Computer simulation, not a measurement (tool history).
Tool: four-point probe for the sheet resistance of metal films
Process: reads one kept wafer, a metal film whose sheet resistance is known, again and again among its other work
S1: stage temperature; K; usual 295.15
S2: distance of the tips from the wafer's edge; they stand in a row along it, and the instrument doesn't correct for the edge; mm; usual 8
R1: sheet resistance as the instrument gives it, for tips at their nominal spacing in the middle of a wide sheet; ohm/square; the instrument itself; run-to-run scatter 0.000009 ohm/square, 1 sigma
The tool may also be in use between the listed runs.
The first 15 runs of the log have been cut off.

| run | day | S1 | S2 | R1 |
|---|---|---|---|---|
| 16 | 12.504 | 295.15 | 25 | 0.044686 |
| 17 | 13.238 | 295.15 | 25 | 0.044666 |
| 18 | 13.725 | 303.15 | 6 | 0.044924 |
| 19 | 14.7 | 301.15 | 68 | 0.044362 |
| 20 | 15.233 | 296.15 | 7 | 0.045089 |
| 21 | 16.329 | 296.15 | 7 | 0.045081 |
| 22 | 17.292 | 293.15 | 10 | 0.044986 |
|  | 17.383 | stage's thermometer calibrated |
| 23 | 18.225 | 296.15 | 10 | 0.044828 |
| 24 | 18.825 | 296.15 | 10 | 0.044846 |
| 25 | 19.321 | 295.15 | 66 | 0.044647 |
|  | 19.979 | stage's thermometer calibrated, once more |
| 26 | 20.442 | 299.15 | 10 | 0.044734 |
| 27 | 20.908 | 297.15 | 38 | 0.044625 |
| 28 | 21.733 | 293.15 | 3 | 0.047309 |
| 29 | 22.354 | 293.15 | 3 | 0.047306 |
| 30 | 23.112 | 296.15 | 55 | 0.044657 |
| 31 | 23.967 | 291.15 | 43 | 0.044895 |
| 32 | 25.012 | 294.15 | 16 | 0.044848 |

Forecast each of these 4 alternatives for the next run:
| A | 25.733 | 306.15 | 16 | ? |
| B | 25.733 | 291.15 | 3 | ? |
| C | 25.733 | 292.15 | 8 | ? |
| D | 25.733 | 292.15 | 59 | ? |

| run | R1 |
|---|---|
| A | 0.044286 |
| B | 0.047411 |
| C | 0.04522 |
| D | 0.044854 |
With no hidden state in the tool, these same runs would have given:
| run | R1 |
|---|---|
| A | 0.044034 |
| B | 0.047143 |
| C | 0.044964 |
| D | 0.0446 |
